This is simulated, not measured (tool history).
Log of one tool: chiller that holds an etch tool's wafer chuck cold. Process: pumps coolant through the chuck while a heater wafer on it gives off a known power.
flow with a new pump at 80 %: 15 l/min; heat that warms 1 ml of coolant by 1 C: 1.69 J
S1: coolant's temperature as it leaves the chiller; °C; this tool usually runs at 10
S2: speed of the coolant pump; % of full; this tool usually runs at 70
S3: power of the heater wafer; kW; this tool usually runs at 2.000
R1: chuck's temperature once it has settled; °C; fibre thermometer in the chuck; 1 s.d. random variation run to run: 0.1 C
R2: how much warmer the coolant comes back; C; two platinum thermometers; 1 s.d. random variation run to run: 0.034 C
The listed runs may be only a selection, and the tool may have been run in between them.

run 1 hour=0.0 | S1=10 S2=70 S3=2.000 | R1=39.0 R2=5.48
run 2 hour=69.9 | S1=10 S2=70 S3=1.478 | R1=31.5 R2=4.04
run 3 hour=189.4 | S1=10 S2=70 S3=1.478 | R1=31.3 R2=4.08
run 4 hour=314.7 | S1=10 S2=70 S3=1.478 | R1=31.8 R2=4.09
run 5 hour=398.2 | S1=10 S2=70 S3=1.478 | R1=31.7 R2=4.16
run 6 hour=527.3 | S1=10 S2=70 S3=1.478 | R1=31.8 R2=4.16
run 7 hour=612.7 | S1=10 S2=70 S3=1.478 | R1=31.8 R2=4.07
run 8 hour=722.6 | S1=10 S2=70 S3=2.000 | R1=39.8 R2=5.56
run 9 hour=800.1 | S1=10 S2=70 S3=2.000 | R1=39.9 R2=5.55
-- hour=875.6 chiller's thermometer calibrated
run 10 hour=879.9 | S1=15 S2=70 S3=2.000 | R1=44.8 R2=5.62
run 11 hour=973.2 | S1=15 S2=70 S3=2.000 | R1=44.7 R2=5.52
run 12 hour=1058.3 | S1=15 S2=70 S3=2.000 | R1=44.7 R2=5.60
run 13 hour=1176.6 | S1=1 S2=66 S3=1.923 | R1=30.9 R2=5.68
run 14 hour=1304.0 | S1=1 S2=86 S3=1.923 | R1=26.2 R2=4.42
run 15 hour=1385.8 | S1=1 S2=86 S3=1.923 | R1=26.2 R2=4.34
run 16 hour=1464.9 | S1=1 S2=86 S3=1.923 | R1=26.5 R2=4.40
run 17 hour=1550.2 | S1=1 S2=86 S3=1.923 | R1=26.5 R2=4.41
run 18 hour=1657.0 | S1=19 S2=90 S3=1.246 | R1=35.1 R2=2.70
run 19 hour=1724.5 | S1=19 S2=90 S3=1.246 | R1=35.2 R2=2.71
run 20 hour=1843.2 | S1=10 S2=70 S3=2.540 | R1=48.7 R2=7.22
run 21 hour=1960.7 | S1=10 S2=70 S3=2.540 | R1=49.1 R2=7.20
run 22 hour=2103.9 | S1=5 S2=90 S3=2.000 | R1=31.4 R2=4.41
run 23 hour=2172.8 | S1=10 S2=90 S3=2.000 | R1=36.3 R2=4.42
run 24 hour=2276.2 | S1=10 S2=90 S3=2.000 | R1=36.6 R2=4.42

What if the next run were any one of these 5? Each begins from the tool's condition after run 24:
run A hour=2366.7 | S1=16 S2=70 S3=2.000 | R1=? R2=?
run B hour=2366.7 | S1=10 S2=61 S3=2.000 | R1=? R2=?
run C hour=2366.7 | S1=16 S2=90 S3=1.044 | R1=? R2=?
run D hour=2366.7 | S1=14 S2=70 S3=2.984 | R1=? R2=?
run E hour=2366.7 | S1=2 S2=90 S3=2.000 | R1=? R2=?

run=A R1=47.2 R2=5.68
run=B R1=44.0 R2=6.62
run=C R1=29.8 R2=2.28
run=D R1=60.5 R2=8.47
run=E R1=28.7 R2=4.35
Without the tool's unlogged condition, the same runs would have read:
run=A R1=41.9 R2=5.38
run=B R1=38.2 R2=6.27
run=C R1=27.3 R2=2.15
run=D R1=52.5 R2=8.02
run=E R1=24.1 R2=4.11
